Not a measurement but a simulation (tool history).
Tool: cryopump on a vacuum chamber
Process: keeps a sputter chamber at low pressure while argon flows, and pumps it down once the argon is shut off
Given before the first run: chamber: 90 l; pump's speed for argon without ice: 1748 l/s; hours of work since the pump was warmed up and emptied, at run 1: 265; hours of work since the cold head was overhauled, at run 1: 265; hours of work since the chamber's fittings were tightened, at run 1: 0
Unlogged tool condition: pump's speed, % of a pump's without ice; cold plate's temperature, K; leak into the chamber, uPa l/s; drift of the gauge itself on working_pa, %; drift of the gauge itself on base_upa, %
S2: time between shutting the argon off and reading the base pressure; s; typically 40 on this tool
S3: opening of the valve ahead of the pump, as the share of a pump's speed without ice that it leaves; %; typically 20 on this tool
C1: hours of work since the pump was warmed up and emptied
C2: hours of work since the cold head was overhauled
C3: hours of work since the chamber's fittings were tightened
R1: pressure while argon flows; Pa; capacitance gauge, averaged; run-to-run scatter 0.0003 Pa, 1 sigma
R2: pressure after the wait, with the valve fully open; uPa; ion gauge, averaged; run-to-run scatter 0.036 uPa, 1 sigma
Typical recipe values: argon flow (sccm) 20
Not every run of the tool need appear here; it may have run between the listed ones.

Run 1, hour 0: usual settings; C1 265; C2 265; C3 0. Result: R1 0.0985 Pa, R2 2.02 uPa.
Run 2, hour 45.4: usual settings but S3 34 %; C1 305; C2 305; C3 40. Result: R1 0.0583 Pa, R2 2.16 uPa.
Run 3, hour 127: usual settings but S3 34 %; C1 377; C2 377; C3 112. Result: R1 0.0589 Pa, R2 2.21 uPa.
Run 4, hour 202.1: usual settings but S3 34 %; C1 444; C2 444; C3 179. Result: R1 0.0594 Pa, R2 2.21 uPa.
Run 5, hour 301.7: usual settings but S3 34 %; C1 532; C2 532; C3 267. Result: R1 0.059 Pa, R2 2.33 uPa.
Run 6, hour 367.7: usual settings but S3 34 %; C1 590; C2 590; C3 325. Result: R1 0.0592 Pa, R2 2.38 uPa.
Run 7, hour 450.2: usual settings; C1 663; C2 663; C3 398. Result: R1 0.0998 Pa, R2 2.55 uPa.
Run 8, hour 537.8: usual settings; C1 741; C2 741; C3 476. Result: R1 0.1004 Pa, R2 2.58 uPa.
Run 9, hour 606.3: usual settings; C1 802; C2 802; C3 537. Result: R1 0.1005 Pa, R2 2.72 uPa.
Run 10, hour 704.2: usual settings; C1 888; C2 888; C3 623. Result: R1 0.1014 Pa, R2 2.86 uPa.
At hour 714.8: pump warmed up, emptied and cooled again.
Run 11, hour 778.6: usual settings; C1 56; C2 950; C3 685. Result: R1 0.0971 Pa, R2 2.75 uPa.
Run 12, hour 834.1: usual settings; C1 106; C2 999; C3 734. Result: R1 0.0976 Pa, R2 2.8 uPa.
Run 13, hour 927.7: usual settings but argon flow (sccm) 33, S2 24 s; C1 188; C2 1082; C3 816. Result: R1 0.1613 Pa, R2 4.18 uPa.
Run 14, hour 979.7: usual settings but argon flow (sccm) 17, S3 32 %; C1 234; C2 1128; C3 862. Result: R1 0.0526 Pa, R2 3 uPa.
Run 15, hour 1067: usual settings but argon flow (sccm) 30, S2 91 s, S3 33 %; C1 312; C2 1205; C3 940. Result: R1 0.0901 Pa, R2 2.08 uPa.
Run 16, hour 1167.7: usual settings but argon flow (sccm) 30, S2 91 s, S3 33 %; C1 401; C2 1294; C3 1029. Result: R1 0.0905 Pa, R2 2.12 uPa.
Run 17, hour 1241.4: usual settings but argon flow (sccm) 30, S2 91 s, S3 33 %; C1 466; C2 1359; C3 1094. Result: R1 0.0915 Pa, R2 2.33 uPa.
Run 18, hour 1308.4: usual settings but argon flow (sccm) 38, S2 38 s, S3 25 %; C1 525; C2 1418; C3 1153. Result: R1 0.151 Pa, R2 3.52 uPa.
Run 19, hour 1415.3: usual settings but argon flow (sccm) 19, S2 57 s, S3 36 %; C1 620; C2 1513; C3 1248. Result: R1 0.0536 Pa, R2 2.99 uPa.
Run 20, hour 1468.5: usual settings but argon flow (sccm) 19, S2 70 s, S3 28 %; C1 667; C2 1560; C3 1295. Result: R1 0.0685 Pa, R2 2.83 uPa.
Run 21, hour 1526.1: usual settings but argon flow (sccm) 28, S2 24 s, S3 38 %; C1 718; C2 1611; C3 1346. Result: R1 0.0765 Pa, R2 4.88 uPa.

Describe how what the log doesn't record of the tool's condition differs between the last listed run preceding each entry between runs and the first listed run following it.
Logged between run 10 and run 11: pump warmed up, emptied and cooled again (hour 714.8)
  pump's speed, % of a pump's without ice: 83.1 -> 98.6; cold plate's temperature, K: 12.66 -> 12.68; leak into the chamber, uPa l/s: 1418 -> 1534
  difference, measured minus the result without the unlogged condition, R1: +0.0043 -> +0.0005 Pa; R2: +0.83 -> +0.72 uPa
